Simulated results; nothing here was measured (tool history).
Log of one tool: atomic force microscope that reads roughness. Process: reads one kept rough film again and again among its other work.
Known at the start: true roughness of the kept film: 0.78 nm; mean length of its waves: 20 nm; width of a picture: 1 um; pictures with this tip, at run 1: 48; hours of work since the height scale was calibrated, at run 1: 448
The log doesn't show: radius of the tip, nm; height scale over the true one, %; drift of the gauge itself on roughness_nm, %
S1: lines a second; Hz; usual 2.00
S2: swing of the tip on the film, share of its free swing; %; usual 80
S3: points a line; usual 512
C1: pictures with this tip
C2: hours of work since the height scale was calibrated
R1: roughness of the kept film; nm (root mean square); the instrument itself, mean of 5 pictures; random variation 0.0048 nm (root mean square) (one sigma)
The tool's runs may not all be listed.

run	hour	S1	S2	S3	C1	C2	R1
1	0.0	2.00	80	512	48	448	0.621
2	9.5	2.00	80	512	66	454	0.606
3	16.8	2.00	80	512	79	459	0.593
4	25.2	2.00	80	512	95	464	0.582
5	32.8	2.00	80	519	110	468	0.575
6	41.5	2.00	80	512	126	474	0.558
# hour 47.1: new tip fitted
7	59.9	2.00	80	512	24	485	0.629
8	67.4	2.00	80	512	39	490	0.620
9	79.0	2.00	80	440	60	497	0.607
10	90.6	2.00	80	440	82	504	0.579
11	106.1	0.74	80	440	111	514	0.610
12	114.8	0.74	80	440	128	519	0.593
# hour 119.3: new tip fitted
13	122.7	2.00	57	512	7	524	0.699
14	135.0	2.00	80	512	30	531	0.632
15	148.8	1.15	80	491	56	540	0.639
16	166.2	1.15	80	491	88	551	0.604
17	179.4	2.00	71	682	113	559	0.589
18	187.4	2.00	71	682	128	564	0.586
# hour 191.7: new tip fitted
19	195.2	0.72	80	466	7	568	0.692
20	207.2	0.72	80	466	30	576	0.661
21	218.7	0.72	80	466	51	583	0.650
22	232.8	0.72	80	466	78	592	0.628
23	240.9	0.72	80	466	93	597	0.618
24	249.1	2.99	80	403	108	602	0.530
# hour 263.8: new tip fitted
25	263.8	2.99	80	403	0	611	0.618
26	275.9	2.99	80	403	23	618	0.597

Forecast run 27:
27	284.7	2.99	80	403	39	624	?

Run 27 gave R1 0.581 nm (root mean square).
Without the tool's hidden state the same run would have given R1 0.622 nm (root mean square).
